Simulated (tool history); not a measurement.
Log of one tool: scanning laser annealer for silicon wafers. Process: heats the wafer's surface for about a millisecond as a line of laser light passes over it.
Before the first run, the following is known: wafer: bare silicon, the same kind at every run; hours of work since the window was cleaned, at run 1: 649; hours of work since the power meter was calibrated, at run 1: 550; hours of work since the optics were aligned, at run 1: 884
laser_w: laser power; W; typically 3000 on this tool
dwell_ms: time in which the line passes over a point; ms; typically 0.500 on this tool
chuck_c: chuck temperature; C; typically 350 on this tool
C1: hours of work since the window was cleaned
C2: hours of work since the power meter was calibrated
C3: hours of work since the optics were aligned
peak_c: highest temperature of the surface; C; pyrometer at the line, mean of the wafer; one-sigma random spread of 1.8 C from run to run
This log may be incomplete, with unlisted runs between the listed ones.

{"run": 1, "day": 0.0, "laser_w": 3000, "dwell_ms": 0.5, "chuck_c": 350, "C1": 649, "C2": 550, "C3": 884, "peak_c": 1023}
{"run": 2, "day": 2.725, "laser_w": 3000, "dwell_ms": 0.5, "chuck_c": 350, "C1": 688, "C2": 588, "C3": 922, "peak_c": 1018}
{"run": 3, "day": 4.717, "laser_w": 3000, "dwell_ms": 0.5, "chuck_c": 350, "C1": 716, "C2": 616, "C3": 950, "peak_c": 1018}
{"run": 4, "day": 7.525, "laser_w": 3000, "dwell_ms": 0.5, "chuck_c": 350, "C1": 756, "C2": 656, "C3": 990, "peak_c": 1017}
{"day": 8.033, "done": "window over the wafer cleaned"}
{"run": 5, "day": 9.438, "laser_w": 3000, "dwell_ms": 0.5, "chuck_c": 350, "C1": 20, "C2": 682, "C3": 1016, "peak_c": 1051}
{"run": 6, "day": 11.996, "laser_w": 3000, "dwell_ms": 0.5, "chuck_c": 350, "C1": 56, "C2": 718, "C3": 1052, "peak_c": 1046}
{"run": 7, "day": 13.629, "laser_w": 3192, "dwell_ms": 0.5, "chuck_c": 350, "C1": 79, "C2": 741, "C3": 1075, "peak_c": 1093}
{"run": 8, "day": 16.746, "laser_w": 3192, "dwell_ms": 0.5, "chuck_c": 350, "C1": 123, "C2": 785, "C3": 1119, "peak_c": 1087}
{"day": 17.962, "done": "optics aligned, line set to its width"}
{"run": 9, "day": 19.496, "laser_w": 3192, "dwell_ms": 0.5, "chuck_c": 350, "C1": 159, "C2": 820, "C3": 22, "peak_c": 1081}
{"run": 10, "day": 21.533, "laser_w": 3000, "dwell_ms": 0.5, "chuck_c": 350, "C1": 187, "C2": 849, "C3": 50, "peak_c": 1037}
{"run": 11, "day": 24.346, "laser_w": 2955, "dwell_ms": 0.5, "chuck_c": 350, "C1": 227, "C2": 889, "C3": 90, "peak_c": 1024}
{"run": 12, "day": 26.683, "laser_w": 3000, "dwell_ms": 0.5, "chuck_c": 388, "C1": 260, "C2": 922, "C3": 123, "peak_c": 1068}
{"run": 13, "day": 28.542, "laser_w": 2658, "dwell_ms": 0.515, "chuck_c": 374, "C1": 286, "C2": 948, "C3": 149, "peak_c": 985}
{"run": 14, "day": 30.154, "laser_w": 2991, "dwell_ms": 0.618, "chuck_c": 349, "C1": 309, "C2": 971, "C3": 172, "peak_c": 1090}
{"run": 15, "day": 32.442, "laser_w": 3000, "dwell_ms": 0.422, "chuck_c": 330, "C1": 341, "C2": 1003, "C3": 204, "peak_c": 956}
{"run": 16, "day": 34.333, "laser_w": 2605, "dwell_ms": 0.357, "chuck_c": 323, "C1": 368, "C2": 1030, "C3": 231, "peak_c": 830}
{"day": 34.883, "done": "optics aligned, line set to its width, once more"}
{"run": 17, "day": 36.221, "laser_w": 2605, "dwell_ms": 0.558, "chuck_c": 350, "C1": 391, "C2": 1053, "C3": 19, "peak_c": 987}
{"run": 18, "day": 37.808, "laser_w": 2657, "dwell_ms": 0.5, "chuck_c": 377, "C1": 414, "C2": 1076, "C3": 41, "peak_c": 997}
{"run": 19, "day": 40.904, "laser_w": 3181, "dwell_ms": 0.5, "chuck_c": 350, "C1": 457, "C2": 1119, "C3": 85, "peak_c": 1083}
{"run": 20, "day": 43.421, "laser_w": 2758, "dwell_ms": 0.355, "chuck_c": 327, "C1": 493, "C2": 1155, "C3": 120, "peak_c": 874}
{"run": 21, "day": 44.925, "laser_w": 3000, "dwell_ms": 0.57, "chuck_c": 350, "C1": 514, "C2": 1176, "C3": 141, "peak_c": 1076}
{"run": 22, "day": 47.867, "laser_w": 3046, "dwell_ms": 0.384, "chuck_c": 350, "C1": 555, "C2": 1217, "C3": 183, "peak_c": 970}
{"run": 23, "day": 49.704, "laser_w": 3238, "dwell_ms": 0.446, "chuck_c": 343, "C1": 581, "C2": 1243, "C3": 209, "peak_c": 1045}

Branching from run 23: 4 alternative next runs. What would each branch give?
{"run": "A", "day": 51.954, "laser_w": 2699, "dwell_ms": 0.531, "chuck_c": 350, "C1": 613, "C2": 1275, "C3": 241, "peak_c": "?"}
{"run": "B", "day": 51.954, "laser_w": 2587, "dwell_ms": 0.446, "chuck_c": 349, "C1": 613, "C2": 1275, "C3": 241, "peak_c": "?"}
{"run": "C", "day": 51.954, "laser_w": 2618, "dwell_ms": 0.508, "chuck_c": 350, "C1": 613, "C2": 1275, "C3": 241, "peak_c": "?"}
{"run": "D", "day": 51.954, "laser_w": 2552, "dwell_ms": 0.576, "chuck_c": 327, "C1": 613, "C2": 1275, "C3": 241, "peak_c": "?"}

run=A peak_c=984
run=B peak_c=906
run=C peak_c=950
run=D peak_c=950
Without the tool's unlogged condition, the same runs would have read:
run=A peak_c=1018
run=B peak_c=937
run=C peak_c=983
run=D peak_c=984

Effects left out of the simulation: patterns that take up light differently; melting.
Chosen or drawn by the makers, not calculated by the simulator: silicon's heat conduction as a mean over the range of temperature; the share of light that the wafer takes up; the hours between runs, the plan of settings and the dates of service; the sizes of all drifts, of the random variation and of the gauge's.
